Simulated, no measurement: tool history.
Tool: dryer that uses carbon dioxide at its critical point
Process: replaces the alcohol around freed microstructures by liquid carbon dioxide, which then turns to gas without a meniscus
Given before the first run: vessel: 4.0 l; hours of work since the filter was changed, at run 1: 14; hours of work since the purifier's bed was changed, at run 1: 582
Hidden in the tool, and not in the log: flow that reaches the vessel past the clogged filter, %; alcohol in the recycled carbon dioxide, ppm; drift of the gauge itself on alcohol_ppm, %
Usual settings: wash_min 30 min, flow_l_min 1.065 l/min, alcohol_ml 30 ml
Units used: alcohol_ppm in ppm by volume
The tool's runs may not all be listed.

run	hour	wash_min	flow_l_min	alcohol_ml	hours of work since the filter was changed	hours of work since the purifier's bed was changed	alcohol_ppm
1	0	30	1.065	30	14	582	157
2	29.9	30	1.7	30	27	596	137
3	55.9	30	1.065	55	39	608	185
4	97.2	30	1.065	55	58	627	193
5	129.7	30	0.86	30	73	642	235
6	152.2	30	0.86	30	83	652	226
7	178.3	30	0.86	30	95	664	229
8	210	30	0.86	30	110	679	230
9	245.6	30	1.065	30	126	695	191
10	284.8	30	1.065	30	144	713	193
11	314.4	30	1.065	30	158	727	204
12	343.3	30	1.065	30	171	740	198
13	367.6	30	1.065	30	182	751	203
14	408	30	1.065	30	201	770	211
15	436.3	30	1.065	30	214	783	211
16	469.7	30	1.065	30	229	798	208
17	505	30	1.065	30	245	814	217
18	531.1	30	1.065	30	257	826	226
19	547.9	30	1.065	30	265	834	225
20	568.6	45	0.8	84	275	844	247
# hour 586.8: inlet filter changed
21	587.7	45	0.8	84	0	852	217
22	617.8	41	1.065	66	14	866	201
23	642.4	35	1.065	96	26	877	224
24	661.6	41	0.68	69	34	886	323
25	696.6	27	1.065	28	50	902	238
26	719.4	27	1.065	28	61	912	247
27	757.4	27	1.065	28	78	930	262
28	781.7	27	1.065	28	90	941	259
29	807.6	20	1.73	49	101	953	232
30	829.3	22	1.74	70	111	963	237
31	854.4	22	1.74	70	123	974	241
32	882.6	35	1.01	70	136	987	256
33	924	35	1.01	70	155	1006	254
34	957.2	36	1.065	30	170	1022	227
35	987.1	21	0.86	28	184	1035	563
36	1015.5	21	0.86	28	197	1048	582

Take each entry between the runs: how does the hidden state at the last listed run before it differ from the hidden state at the first listed run after it?
Runs 20 to 21: inlet filter changed (hour 586.8)
  flow that reaches the vessel past the clogged filter, %: 89.6 -> 99.3; alcohol in the recycled carbon dioxide, ppm: 186.5 -> 188.3
  difference, measured minus the result without the unlogged condition, alcohol_ppm: +215 -> +184 ppm by volume
